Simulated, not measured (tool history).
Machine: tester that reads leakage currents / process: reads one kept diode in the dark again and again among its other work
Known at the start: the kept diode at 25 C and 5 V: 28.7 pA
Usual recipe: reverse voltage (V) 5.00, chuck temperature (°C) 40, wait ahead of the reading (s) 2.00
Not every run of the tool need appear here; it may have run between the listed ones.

| run | hour | reverse voltage (V) | chuck temperature (°C) | wait ahead of the reading (s) | current that the tester gives (pA) |
|---|---|---|---|---|---|
| 1 | 0.0 | 5.00 | 40 | 2.00 | 98.50 |
| 2 | 47.8 | 5.00 | 40 | 2.00 | 98.88 |
| 3 | 85.6 | 5.00 | 37 | 2.00 | 78.21 |
| 4 | 130.0 | 3.43 | 37 | 2.00 | 63.14 |
| 5 | 167.6 | 8.89 | 40 | 2.00 | 137.42 |
| 6 | 198.8 | 5.00 | 27 | 2.00 | 35.59 |
| 7 | 240.5 | 5.00 | 40 | 2.00 | 98.50 |
| 8 | 298.3 | 5.00 | 40 | 2.00 | 98.41 |
| 9 | 337.7 | 5.00 | 40 | 2.00 | 98.69 |
| 10 | 393.0 | 5.00 | 40 | 3.37 | 98.39 |
| 11 | 429.9 | 5.00 | 30 | 2.00 | 45.15 |
| 12 | 487.0 | 5.00 | 40 | 2.00 | 98.87 |
| 13 | 521.5 | 5.00 | 40 | 2.00 | 98.28 |
| 14 | 556.2 | 5.00 | 40 | 0.84 | 98.82 |
|  | 561.6 | probe card cleaned and baked |
| 15 | 590.4 | 5.00 | 40 | 0.84 | 100.02 |
| 16 | 626.8 | 5.00 | 40 | 2.00 | 99.17 |
| 17 | 679.0 | 5.00 | 40 | 2.00 | 99.36 |
| 18 | 705.3 | 5.00 | 40 | 2.00 | 99.10 |
| 19 | 728.7 | 5.00 | 40 | 2.00 | 98.91 |
|  | 767.9 | probe card cleaned and baked, once more |
| 20 | 776.4 | 5.00 | 40 | 2.00 | 95.67 |
| 21 | 825.0 | 1.41 | 60 | 1.77 | 206.21 |
| 22 | 859.0 | 1.41 | 60 | 1.77 | 206.73 |
| 23 | 886.7 | 14.77 | 25 | 0.92 | 54.24 |
| 24 | 934.9 | 5.97 | 46 | 4.81 | 167.48 |
| 25 | 983.5 | 5.97 | 46 | 4.81 | 167.37 |
| 26 | 1018.2 | 5.00 | 40 | 1.12 | 96.00 |
| 27 | 1071.3 | 5.33 | 40 | 2.00 | 99.25 |
| 28 | 1114.6 | 2.47 | 28 | 1.50 | 24.49 |
| 29 | 1149.9 | 2.47 | 28 | 1.50 | 24.51 |
| 30 | 1187.9 | 15.20 | 21 | 0.31 | 47.69 |
| 31 | 1228.5 | 15.20 | 57 | 2.64 | 627.23 |
| 32 | 1262.5 | 15.20 | 57 | 6.50 | 629.99 |
| 33 | 1292.0 | 2.74 | 22 | 4.16 | 15.31 |
| 34 | 1328.1 | 3.03 | 54 | 0.96 | 206.48 |
| 35 | 1367.9 | 3.03 | 54 | 0.96 | 206.20 |
| 36 | 1405.7 | 4.95 | 24 | 3.86 | 25.76 |
| 37 | 1453.0 | 4.95 | 24 | 3.86 | 25.68 |
| 38 | 1497.1 | 4.95 | 24 | 3.86 | 25.67 |
| 39 | 1551.5 | 3.11 | 33 | 1.01 | 42.13 |

Selected run-to-run steps in current that the tester gives (pA), each split into two signed amounts: the part the tool would show with no hidden state at all (from settings, incoming material and random variation), and the remainder, which goes to the hidden state together with any gauge scatter not common to the measured and the hidden-state-free results:
The tool's hidden condition here consists of: stray current of the dirty probe card, pA a volt; current scale over the true one, %; true chuck temperature over the reading, C; drift of the gauge itself on leakage_pa, %.
Run 30 -> 31: chuck temperature (°C) 21 -> 57, wait ahead of the reading (s) 0.31 -> 2.64. current that the tester gives (pA) +579.54: hidden state -22.61, all else +602.15.
Run 32 -> 33: reverse voltage (V) 15.20 -> 2.74, chuck temperature (°C) 57 -> 22, wait ahead of the reading (s) 6.50 -> 4.16. current that the tester gives (pA) -614.68: hidden state +23.14, all else -637.82.
Run 33 -> 34: reverse voltage (V) 2.74 -> 3.03, chuck temperature (°C) 22 -> 54, wait ahead of the reading (s) 4.16 -> 0.96. current that the tester gives (pA) +191.17: hidden state -7.69, all else +198.86.
